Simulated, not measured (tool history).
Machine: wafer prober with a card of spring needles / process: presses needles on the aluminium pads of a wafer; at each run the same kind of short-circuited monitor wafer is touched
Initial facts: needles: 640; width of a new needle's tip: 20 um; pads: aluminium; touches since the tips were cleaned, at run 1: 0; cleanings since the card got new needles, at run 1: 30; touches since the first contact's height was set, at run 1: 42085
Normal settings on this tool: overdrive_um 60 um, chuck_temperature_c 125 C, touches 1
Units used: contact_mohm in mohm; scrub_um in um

| run | day | overdrive_um | chuck_temperature_c | touches | touches since the tips were cleaned | cleanings since the card got new needles | touches since the first contact's height was set | contact_mohm | scrub_um |
|---|---|---|---|---|---|---|---|---|---|
| 1 | 0.000 | 60 | 125 | 1 | 0 | 30 | 42085 | 289 | 8.28 |
|  | 0.579 | tips cleaned on abrasive film |
|  | 1.142 | tips cleaned on abrasive film |
|  | 1.721 | tips cleaned on abrasive film |
| 2 | 2.058 | 60 | 125 | 1 | 2634 | 33 | 57961 | 285 | 8.26 |
|  | 2.296 | tips cleaned on abrasive film |
|  | 2.879 | tips cleaned on abrasive film |
|  | 3.350 | tips cleaned on abrasive film |
|  | 3.825 | tips cleaned on abrasive film |
|  | 4.375 | tips cleaned on abrasive film |
| 3 | 4.375 | 60 | 125 | 1 | 0 | 38 | 75763 | 284 | 8.24 |
|  | 4.958 | tips cleaned on abrasive film |
|  | 5.546 | tips cleaned on abrasive film |
|  | 5.675 | height of the first contact set anew |
|  | 6.146 | tips cleaned on abrasive film |
|  | 6.617 | tips cleaned on abrasive film |
| 4 | 6.742 | 60 | 125 | 1 | 974 | 42 | 8220 | 284 | 8.25 |
|  | 7.096 | tips cleaned on abrasive film |
|  | 7.567 | tips cleaned on abrasive film |
|  | 8.138 | tips cleaned on abrasive film |
|  | 8.712 | tips cleaned on abrasive film |
|  | 9.300 | tips cleaned on abrasive film |
| 5 | 9.329 | 44 | 125 | 1 | 224 | 47 | 28137 | 294 | 6.04 |
|  | 9.796 | tips cleaned on abrasive film |
|  | 10.375 | tips cleaned on abrasive film |
| 6 | 10.638 | 60 | 125 | 1 | 2041 | 49 | 38211 | 284 | 8.25 |
|  | 10.875 | tips cleaned on abrasive film |
|  | 11.454 | tips cleaned on abrasive film |
|  | 12.038 | tips cleaned on abrasive film |
| 7 | 12.200 | 60 | 63 | 1 | 1244 | 52 | 50236 | 266 | 8.27 |
|  | 12.554 | tips cleaned on abrasive film |
|  | 13.025 | tips cleaned on abrasive film |
|  | 13.612 | tips cleaned on abrasive film |
|  | 14.083 | tips cleaned on abrasive film |
| 8 | 14.542 | 60 | 125 | 1 | 3550 | 56 | 68275 | 285 | 8.28 |
|  | 14.662 | tips cleaned on abrasive film |
|  | 15.250 | tips cleaned on abrasive film |
|  | 15.838 | tips cleaned on abrasive film |
|  | 16.421 | tips cleaned on abrasive film |
|  | 16.783 | height of the first contact set anew |
|  | 17.021 | tips cleaned on abrasive film |
| 9 | 17.146 | 60 | 125 | 1 | 951 | 61 | 2762 | 285 | 8.29 |
|  | 17.500 | tips cleaned on abrasive film |
|  | 18.071 | tips cleaned on abrasive film |
|  | 18.542 | tips cleaned on abrasive film |
| 10 | 18.854 | 60 | 125 | 1 | 2428 | 64 | 15939 | 287 | 8.26 |
|  | 19.083 | tips cleaned on abrasive film |
|  | 19.554 | tips cleaned on abrasive film |
|  | 20.142 | tips cleaned on abrasive film |
| 11 | 20.529 | 60 | 125 | 1 | 2987 | 67 | 28825 | 281 | 8.27 |
|  | 20.650 | tips cleaned on abrasive film |
|  | 21.238 | tips cleaned on abrasive film |
|  | 21.708 | tips cleaned on abrasive film |
|  | 22.288 | tips cleaned on abrasive film |
| 12 | 22.729 | 60 | 125 | 1 | 3402 | 71 | 45766 | 280 | 8.26 |
|  | 22.850 | tips cleaned on abrasive film |
|  | 23.321 | tips cleaned on abrasive film |
|  | 23.896 | tips cleaned on abrasive film |
|  | 24.488 | tips cleaned on abrasive film |
|  | 24.958 | tips cleaned on abrasive film |
| 13 | 25.221 | 60 | 125 | 1 | 2046 | 76 | 64943 | 286 | 8.26 |
|  | 25.458 | tips cleaned on abrasive film |
|  | 26.042 | tips cleaned on abrasive film |
| 14 | 26.454 | 41 | 125 | 1 | 3220 | 78 | 74460 | 296 | 5.61 |
|  | 26.575 | tips cleaned on abrasive film |
|  | 27.158 | tips cleaned on abrasive film |
|  | 27.738 | tips cleaned on abrasive film |
| 15 | 27.817 | 41 | 125 | 1 | 612 | 81 | 84915 | 290 | 5.62 |
|  | 27.946 | height of the first contact set anew |
|  | 28.300 | tips cleaned on abrasive film |
|  | 28.771 | tips cleaned on abrasive film |
|  | 29.350 | tips cleaned on abrasive film |
|  | 29.825 | tips cleaned on abrasive film |
| 16 | 30.212 | 59 | 112 | 3 | 3026 | 85 | 17473 | 279 | 8.11 |
|  | 30.333 | tips cleaned on abrasive film |
|  | 30.912 | tips cleaned on abrasive film |
|  | 31.500 | tips cleaned on abrasive film |
|  | 32.079 | tips cleaned on abrasive film |
| 17 | 32.517 | 59 | 112 | 3 | 3395 | 89 | 35216 | 279 | 8.12 |
|  | 32.638 | tips cleaned on abrasive film |
|  | 33.212 | tips cleaned on abrasive film |
|  | 33.683 | tips cleaned on abrasive film |
|  | 34.271 | tips cleaned on abrasive film |
| 18 | 34.333 | 70 | 125 | 2 | 469 | 93 | 49183 | 281 | 9.64 |
|  | 34.804 | tips cleaned on abrasive film |
|  | 35.392 | tips cleaned on abrasive film |
|  | 35.862 | tips cleaned on abrasive film |
| 19 | 36.271 | 42 | 56 | 2 | 3186 | 96 | 64136 | 272 | 5.76 |
|  | 36.392 | tips cleaned on abrasive film |
|  | 36.983 | tips cleaned on abrasive film |
|  | 37.554 | tips cleaned on abrasive film |
| 20 | 37.604 | 42 | 56 | 2 | 396 | 99 | 74365 | 270 | 5.74 |
|  | 38.075 | tips cleaned on abrasive film |
|  | 38.546 | tips cleaned on abrasive film |
|  | 39.025 | height of the first contact set anew |
|  | 39.146 | tips cleaned on abrasive film |
| 21 | 39.521 | 42 | 56 | 2 | 2903 | 102 | 3809 | 269 | 5.79 |
|  | 39.642 | tips cleaned on abrasive film |
|  | 40.225 | tips cleaned on abrasive film |
|  | 40.812 | tips cleaned on abrasive film |
| 22 | 41.254 | 42 | 56 | 2 | 3417 | 105 | 17165 | 273 | 5.76 |
|  | 41.375 | tips cleaned on abrasive film |
|  | 41.846 | tips cleaned on abrasive film |
|  | 42.425 | tips cleaned on abrasive film |
| 23 | 42.629 | 64 | 125 | 1 | 1589 | 108 | 27751 | 279 | 8.79 |
|  | 42.983 | tips cleaned on abrasive film |
|  | 43.567 | tips cleaned on abrasive film |
| 24 | 43.771 | 64 | 125 | 1 | 1588 | 110 | 36537 | 281 | 8.82 |
|  | 44.125 | tips cleaned on abrasive film |
|  | 44.712 | tips cleaned on abrasive film |
|  | 45.183 | tips cleaned on abrasive film |
|  | 45.771 | tips cleaned on abrasive film |
| 25 | 46.146 | 64 | 125 | 1 | 2907 | 114 | 54836 | 281 | 8.84 |
|  | 46.267 | tips cleaned on abrasive film |
|  | 46.854 | tips cleaned on abrasive film |
|  | 47.438 | tips cleaned on abrasive film |
| 26 | 47.871 | 64 | 125 | 1 | 3336 | 117 | 68111 | 280 | 8.80 |
|  | 47.992 | tips cleaned on abrasive film |
|  | 48.462 | tips cleaned on abrasive film |
|  | 49.033 | tips cleaned on abrasive film |
| 27 | 49.496 | 64 | 35 | 2 | 3578 | 120 | 80628 | 262 | 8.81 |

For each entry between runs, how does the tool's hidden state at the last listed run before it compare with that at the first listed run after it?
Runs 1 to 2: tips cleaned on abrasive film (day 0.579); tips cleaned on abrasive film (day 1.142); tips cleaned on abrasive film (day 1.721)
  debris on the tips, nm: 0.1 -> 0.7; way that the needles fall short of the set height, um: 0.01 -> 0.02
Runs 2 to 3: tips cleaned on abrasive film (day 2.296); tips cleaned on abrasive film (day 2.879); tips cleaned on abrasive film (day 3.350); tips cleaned on abrasive film (day 3.825); tips cleaned on abrasive film (day 4.375)
  debris on the tips, nm: 0.7 -> 0.1; tips' diameter, um: 20.01 -> 20.02
Runs 3 to 4: tips cleaned on abrasive film (day 4.958); tips cleaned on abrasive film (day 5.546); height of the first contact set anew (day 5.675); tips cleaned on abrasive film (day 6.146); tips cleaned on abrasive film (day 6.617)
  debris on the tips, nm: 0.1 -> 0.4; way that the needles fall short of the set height, um: 0.02 -> 0
Runs 4 to 5: tips cleaned on abrasive film (day 7.096); tips cleaned on abrasive film (day 7.567); tips cleaned on abrasive film (day 8.138); tips cleaned on abrasive film (day 8.712); tips cleaned on abrasive film (day 9.300)
  debris on the tips, nm: 0.4 -> 0.2; way that the needles fall short of the set height, um: 0 -> 0.01
Runs 5 to 6: tips cleaned on abrasive film (day 9.796); tips cleaned on abrasive film (day 10.375)
  debris on the tips, nm: 0.2 -> 0.6
Runs 6 to 7: tips cleaned on abrasive film (day 10.875); tips cleaned on abrasive film (day 11.454); tips cleaned on abrasive film (day 12.038)
  debris on the tips, nm: 0.6 -> 0.5
Runs 7 to 8: tips cleaned on abrasive film (day 12.554); tips cleaned on abrasive film (day 13.025); tips cleaned on abrasive film (day 13.612); tips cleaned on abrasive film (day 14.083)
  debris on the tips, nm: 0.5 -> 0.8; way that the needles fall short of the set height, um: 0.01 -> 0.02
Runs 8 to 9: tips cleaned on abrasive film (day 14.662); tips cleaned on abrasive film (day 15.250); tips cleaned on abrasive film (day 15.838); tips cleaned on abrasive film (day 16.421); height of the first contact set anew (day 16.783); tips cleaned on abrasive film (day 17.021)
  debris on the tips, nm: 0.8 -> 0.4; way that the needles fall short of the set height, um: 0.02 -> 0
Runs 9 to 10: tips cleaned on abrasive film (day 17.500); tips cleaned on abrasive film (day 18.071); tips cleaned on abrasive film (day 18.542)
  debris on the tips, nm: 0.4 -> 0.7; tips' diameter, um: 20.02 -> 20.03
Runs 10 to 11: tips cleaned on abrasive film (day 19.083); tips cleaned on abrasive film (day 19.554); tips cleaned on abrasive film (day 20.142)
  way that the needles fall short of the set height, um: 0 -> 0.01
Runs 11 to 12: tips cleaned on abrasive film (day 20.650); tips cleaned on abrasive film (day 21.238); tips cleaned on abrasive film (day 21.708); tips cleaned on abrasive film (day 22.288)
  debris on the tips, nm: 0.7 -> 0.8
Runs 12 to 13: tips cleaned on abrasive film (day 22.850); tips cleaned on abrasive film (day 23.321); tips cleaned on abrasive film (day 23.896); tips cleaned on abrasive film (day 24.488); tips cleaned on abrasive film (day 24.958)
  debris on the tips, nm: 0.8 -> 0.6; way that the needles fall short of the set height, um: 0.01 -> 0.02
Runs 13 to 14: tips cleaned on abrasive film (day 25.458); tips cleaned on abrasive film (day 26.042)
  debris on the tips, nm: 0.6 -> 0.8
Runs 14 to 15: tips cleaned on abrasive film (day 26.575); tips cleaned on abrasive film (day 27.158); tips cleaned on abrasive film (day 27.738)
  debris on the tips, nm: 0.8 -> 0.4
Runs 15 to 16: height of the first contact set anew (day 27.946); tips cleaned on abrasive film (day 28.300); tips cleaned on abrasive film (day 28.771); tips cleaned on abrasive film (day 29.350); tips cleaned on abrasive film (day 29.825)
  debris on the tips, nm: 0.4 -> 0.8; way that the needles fall short of the set height, um: 0.02 -> 0
Runs 16 to 17: tips cleaned on abrasive film (day 30.333); tips cleaned on abrasive film (day 30.912); tips cleaned on abrasive film (day 31.500); tips cleaned on abrasive film (day 32.079)
  way that the needles fall short of the set height, um: 0 -> 0.01
Runs 17 to 18: tips cleaned on abrasive film (day 32.638); tips cleaned on abrasive film (day 33.212); tips cleaned on abrasive film (day 33.683); tips cleaned on abrasive film (day 34.271)
  debris on the tips, nm: 0.8 -> 0.2; tips' diameter, um: 20.03 -> 20.04
Runs 18 to 19: tips cleaned on abrasive film (day 34.804); tips cleaned on abrasive film (day 35.392); tips cleaned on abrasive film (day 35.862)
  debris on the tips, nm: 0.2 -> 0.8; way that the needles fall short of the set height, um: 0.01 -> 0.02
Runs 19 to 20: tips cleaned on abrasive film (day 36.392); tips cleaned on abrasive film (day 36.983); tips cleaned on abrasive film (day 37.554)
  debris on the tips, nm: 0.8 -> 0.2
Runs 20 to 21: tips cleaned on abrasive film (day 38.075); tips cleaned on abrasive film (day 38.546); height of the first contact set anew (day 39.025); tips cleaned on abrasive film (day 39.146)
  debris on the tips, nm: 0.2 -> 0.7; way that the needles fall short of the set height, um: 0.02 -> 0
Runs 21 to 22: tips cleaned on abrasive film (day 39.642); tips cleaned on abrasive film (day 40.225); tips cleaned on abrasive film (day 40.812)
  debris on the tips, nm: 0.7 -> 0.8
Runs 22 to 23: tips cleaned on abrasive film (day 41.375); tips cleaned on abrasive film (day 41.846); tips cleaned on abrasive film (day 42.425)
  debris on the tips, nm: 0.8 -> 0.6; way that the needles fall short of the set height, um: 0 -> 0.01
Runs 23 to 24: tips cleaned on abrasive film (day 42.983); tips cleaned on abrasive film (day 43.567)
  debris on the tips, nm: 0.6 -> 0.5
Runs 24 to 25: tips cleaned on abrasive film (day 44.125); tips cleaned on abrasive film (day 44.712); tips cleaned on abrasive film (day 45.183); tips cleaned on abrasive film (day 45.771)
  debris on the tips, nm: 0.5 -> 0.7
Runs 25 to 26: tips cleaned on abrasive film (day 46.267); tips cleaned on abrasive film (day 46.854); tips cleaned on abrasive film (day 47.438)
  debris on the tips, nm: 0.7 -> 0.8; way that the needles fall short of the set height, um: 0.01 -> 0.02; tips' diameter, um: 20.04 -> 20.05
Runs 26 to 27: tips cleaned on abrasive film (day 47.992); tips cleaned on abrasive film (day 48.462); tips cleaned on abrasive film (day 49.033)
  nothing in the hidden state changes from one run to the other
